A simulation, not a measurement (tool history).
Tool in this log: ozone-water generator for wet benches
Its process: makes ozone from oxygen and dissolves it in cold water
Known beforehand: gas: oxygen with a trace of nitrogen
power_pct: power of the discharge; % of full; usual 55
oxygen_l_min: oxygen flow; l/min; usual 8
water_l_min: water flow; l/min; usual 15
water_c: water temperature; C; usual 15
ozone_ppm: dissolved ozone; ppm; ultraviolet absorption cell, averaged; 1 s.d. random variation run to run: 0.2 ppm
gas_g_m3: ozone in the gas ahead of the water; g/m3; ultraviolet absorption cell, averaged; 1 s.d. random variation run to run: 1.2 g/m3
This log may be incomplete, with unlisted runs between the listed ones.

run    hour  power_pct  oxygen_l_min  water_l_min  water_c  ozone_ppm  gas_g_m3
  1       0         55             8           15       15       23.4     189.3
  2    84.3         55             8           15       15       23.1     187.3
  3   128.7         50             8           15       15         22     178.7
  4   193.8         50             8           15       15         22     176.3
  5   267.4         50             8           15       15         22     177.1
  6   370.1         50             8           15       15       21.9     176.2
  7   438.9         50             8           15       15       21.7     175.4
  8   507.9         50             8           15       15       21.5     176.2
  9   579.9         55             8           15       15       22.6     181.5
 10   648.3         55             8           15       15       22.2     181.5
 11   699.8         55             8           15       15         22     181.9
 12   783.1         55             8           15       15       22.3     181.6
 13     862         65             8           14       15       24.9     194.6
      920.2  -- contactor cleaned
 14   970.1         65             8           14       15       23.4     192.2
 15  1024.5         61          5.83           17       15       19.3     211.6
 16  1124.8         61          5.83           17       15         19     212.1
 17    1173         50          5.92           17        9         19     189.9
 18  1260.8         41          8.73           17       11       17.5     150.2
     1304.5  -- contactor cleaned, once more
 19  1324.8         46          6.37           21       21       15.5     177.9
 20  1419.9         55          5.82           15       12         25     198.7
     1469.3  -- water thermometer calibrated
 21  1486.4         55          5.82           15       12       24.6     197.4
 22  1549.5         55          5.82           15       12         25     197.8
 23  1630.1         55          4.86           15       13       23.5     210.9

Each row is a separate what-if for the run after 23, all from the same tool condition, not one after another. Results?
  A  1696.5         64          4.86           15       13          ?         ?
  B  1696.5         89          7.33           15       15          ?         ?
  C  1696.5         82          5.43           15        9          ?         ?
  D  1696.5         55             8           13       15          ?         ?

run  ozone_ppm  gas_g_m3
  A         25       223
  B       29.4     221.3
  C       30.4     240.7
  D       26.3     177.1
Take away the tool's hidden state, keep each run's random variation, and the runs would have read:
run  ozone_ppm  gas_g_m3
  A       31.4     277.6
  B       38.2     286.3
  C       39.1     308.1
  D       32.3     216.6
